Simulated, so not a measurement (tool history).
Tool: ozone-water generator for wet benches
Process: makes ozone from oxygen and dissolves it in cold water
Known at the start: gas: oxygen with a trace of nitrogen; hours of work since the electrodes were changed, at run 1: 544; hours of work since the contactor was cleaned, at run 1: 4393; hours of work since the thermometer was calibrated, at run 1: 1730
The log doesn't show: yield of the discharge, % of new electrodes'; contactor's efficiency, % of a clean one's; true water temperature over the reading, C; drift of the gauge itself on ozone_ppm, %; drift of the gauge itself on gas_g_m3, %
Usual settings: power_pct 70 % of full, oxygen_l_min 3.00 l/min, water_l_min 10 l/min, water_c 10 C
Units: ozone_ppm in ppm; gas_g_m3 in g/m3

run     day  power_pct  oxygen_l_min  water_l_min  water_c  hours of work since the electrodes were changed  hours of work since the contactor was cleaned  hours of work since the thermometer was calibrated  ozone_ppm  gas_g_m3
  1   0.000         70          3.00           10       10                                              544                                           4393                                                1730       19.0     165.4
  2   2.958         44          3.00           10       10                                              588                                           4437                                                1775       13.9     119.1
  3   6.212         44          3.00           10       10                                              637                                           4486                                                1824       14.0     121.1
  4   9.846         44          3.00           10        8                                              692                                           4541                                                1879       14.0     120.5
  5  13.179         44          3.00           10        8                                              742                                           4591                                                1929       14.1     119.6
     13.733  -- contactor cleaned
  6  17.292         70          3.00           10       10                                              802                                             54                                                1989       19.0     162.4
  7  20.400         70          3.00           10       10                                              849                                            100                                                2035       18.8     163.9
  8  22.975         70          3.00           13       11                                              887                                            139                                                2074       14.9     161.7
  9  26.258         70          3.00           13       13                                              937                                            189                                                2124       14.5     162.1
 10  29.108         70          3.00           10       14                                              980                                            232                                                2167       17.8     163.0
 11  33.596         54          3.00           10        7                                             1047                                            299                                                2234       16.3     135.0
 12  37.958         94          4.79           10       10                                             1113                                            365                                                2300       23.9     160.7
 13  41.662         42          2.96            9       13                                             1169                                            421                                                2356       13.8     114.8

3 ways to go on from here, each from the tool as it stands after run 13. What would each give?
     46.004  -- gauge calibrated
  A  46.588         49          2.96            9       13                                             1243                                            495                                                2430          ?         ?
     46.004  -- gauge calibrated
  B  46.588         45          3.00            7       10                                             1243                                            495                                                2430          ?         ?
     46.004  -- gauge calibrated
  C  46.588         73          2.96            7       16                                             1243                                            495                                                2430          ?         ?

run  ozone_ppm  gas_g_m3
  A       15.3     131.2
  B       18.2     121.5
  C       22.8     169.9
Without the tool's hidden state the same runs would have given:
run  ozone_ppm  gas_g_m3
  A       15.4     131.4
  B       18.2     121.6
  C       22.8     170.1
